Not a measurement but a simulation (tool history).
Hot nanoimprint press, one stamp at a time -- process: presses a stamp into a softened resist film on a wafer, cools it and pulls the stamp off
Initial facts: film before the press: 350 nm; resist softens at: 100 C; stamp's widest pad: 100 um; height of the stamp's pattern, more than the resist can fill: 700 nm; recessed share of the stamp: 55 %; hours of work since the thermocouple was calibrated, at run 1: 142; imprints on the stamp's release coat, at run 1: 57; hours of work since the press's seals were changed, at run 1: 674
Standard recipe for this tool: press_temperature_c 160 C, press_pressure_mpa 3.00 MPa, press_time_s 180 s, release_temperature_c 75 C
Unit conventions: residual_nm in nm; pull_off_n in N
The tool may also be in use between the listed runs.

| run | hour | press_temperature_c | press_pressure_mpa | press_time_s | release_temperature_c | hours of work since the thermocouple was calibrated | imprints on the stamp's release coat | hours of work since the press's seals were changed | residual_nm | pull_off_n |
|---|---|---|---|---|---|---|---|---|---|---|
| 1 | 0.0 | 160 | 3.00 | 180 | 75 | 142 | 57 | 674 | 195.1 | 202 |
| 2 | 22.5 | 160 | 3.00 | 180 | 75 | 158 | 157 | 690 | 193.6 | 205 |
| 3 | 55.1 | 160 | 2.41 | 180 | 75 | 181 | 302 | 713 | 210.2 | 209 |
| 4 | 90.8 | 160 | 4.17 | 180 | 75 | 206 | 462 | 739 | 170.2 | 213 |
| 5 | 119.5 | 160 | 4.17 | 180 | 75 | 227 | 590 | 759 | 172.0 | 214 |
| 6 | 152.7 | 160 | 3.00 | 180 | 75 | 250 | 738 | 783 | 195.2 | 212 |
| 7 | 178.4 | 160 | 3.00 | 180 | 62 | 268 | 853 | 801 | 192.0 | 267 |
|  | 205.1 | press's hydraulic seals changed and the load cell set to zero |
| 8 | 228.1 | 160 | 2.26 | 180 | 75 | 298 | 1038 | 16 | 208.8 | 220 |
| 9 | 270.2 | 164 | 2.26 | 180 | 75 | 328 | 1226 | 46 | 183.5 | 223 |
| 10 | 307.1 | 164 | 2.26 | 180 | 75 | 354 | 1391 | 72 | 181.1 | 224 |
|  | 327.3 | stamp cleaned and given a new release coat |
| 11 | 351.3 | 160 | 3.00 | 95 | 75 | 381 | 107 | 100 | 230.4 | 205 |
| 12 | 381.6 | 160 | 3.00 | 180 | 75 | 403 | 242 | 121 | 185.4 | 203 |
| 13 | 402.2 | 160 | 3.00 | 180 | 75 | 417 | 334 | 136 | 187.1 | 203 |
|  | 438.8 | plate thermocouple calibrated |
| 14 | 441.7 | 160 | 3.00 | 180 | 75 | 2 | 497 | 162 | 197.9 | 209 |
| 15 | 474.2 | 160 | 3.00 | 180 | 75 | 25 | 641 | 185 | 198.8 | 213 |
| 16 | 512.7 | 156 | 3.95 | 152 | 75 | 53 | 813 | 212 | 216.8 | 214 |
| 17 | 542.6 | 156 | 3.95 | 152 | 74 | 74 | 946 | 233 | 217.2 | 224 |
| 18 | 568.9 | 162 | 3.95 | 261 | 74 | 92 | 1063 | 252 | 141.5 | 232 |
| 19 | 600.4 | 164 | 2.22 | 109 | 72 | 115 | 1204 | 274 | 225.5 | 240 |
| 20 | 640.4 | 148 | 2.22 | 109 | 72 | 143 | 1382 | 303 | 317.3 | 243 |
|  | 664.6 | stamp cleaned and given a new release coat |
| 21 | 681.6 | 148 | 2.22 | 109 | 72 | 168 | 75 | 328 | 314.9 | 218 |
| 22 | 724.1 | 160 | 3.00 | 257 | 75 | 198 | 265 | 358 | 167.7 | 208 |
| 23 | 764.6 | 160 | 3.00 | 182 | 75 | 227 | 445 | 387 | 194.2 | 208 |
| 24 | 797.3 | 150 | 3.00 | 180 | 60 | 250 | 591 | 410 | 261.3 | 277 |
| 25 | 816.6 | 156 | 3.00 | 107 | 78 | 264 | 677 | 424 | 250.7 | 205 |
| 26 | 851.4 | 156 | 2.20 | 335 | 78 | 289 | 832 | 448 | 199.6 | 207 |
| 27 | 878.9 | 170 | 2.20 | 335 | 77 | 308 | 955 | 468 | 115.5 | 210 |
| 28 | 919.1 | 172 | 3.00 | 180 | 78 | 337 | 1134 | 496 | 119.8 | 210 |
| 29 | 939.8 | 172 | 3.00 | 180 | 78 | 352 | 1227 | 511 | 121.0 | 217 |

For each run, the measured value with the value that run would have given without the tool's hidden condition subtracted. The run-to-run variation is shared by both, the gauge scatter possibly not:
Hidden conditions of the tool in this case: true temperature over the reading, C; pressure that arrives at the usual setting, %; grip of the stamp's worn release coat, % over a new coat's; drift of the gauge itself on residual_nm, %; drift of the gauge itself on pull_off_n, %.
| run | residual_nm | pull_off_n |
|---|---|---|
| 1 | -2.4 | -1 |
| 2 | -2.8 | +1 |
| 3 | -3.7 | +4 |
| 4 | -3.3 | +7 |
| 5 | -3.8 | +9 |
| 6 | -5.2 | +11 |
| 7 | -5.7 | +17 |
| 8 | -8.3 | +17 |
| 9 | -8.7 | +19 |
| 10 | -9.3 | +23 |
| 11 | -10.3 | -3 |
| 12 | -11.0 | -1 |
| 13 | -11.6 | +1 |
| 14 | +0.4 | +10 |
| 15 | -0.2 | +12 |
| 16 | -1.0 | +15 |
| 17 | -1.5 | +19 |
| 18 | -1.6 | +21 |
| 19 | -2.5 | +25 |
| 20 | -1.9 | +28 |
| 21 | -2.3 | -1 |
| 22 | -4.6 | +2 |
| 23 | -5.6 | +5 |
| 24 | -6.0 | +12 |
| 25 | -6.1 | +10 |
| 26 | -7.7 | +12 |
| 27 | -5.2 | +14 |
| 28 | -5.6 | +17 |
| 29 | -5.8 | +19 |
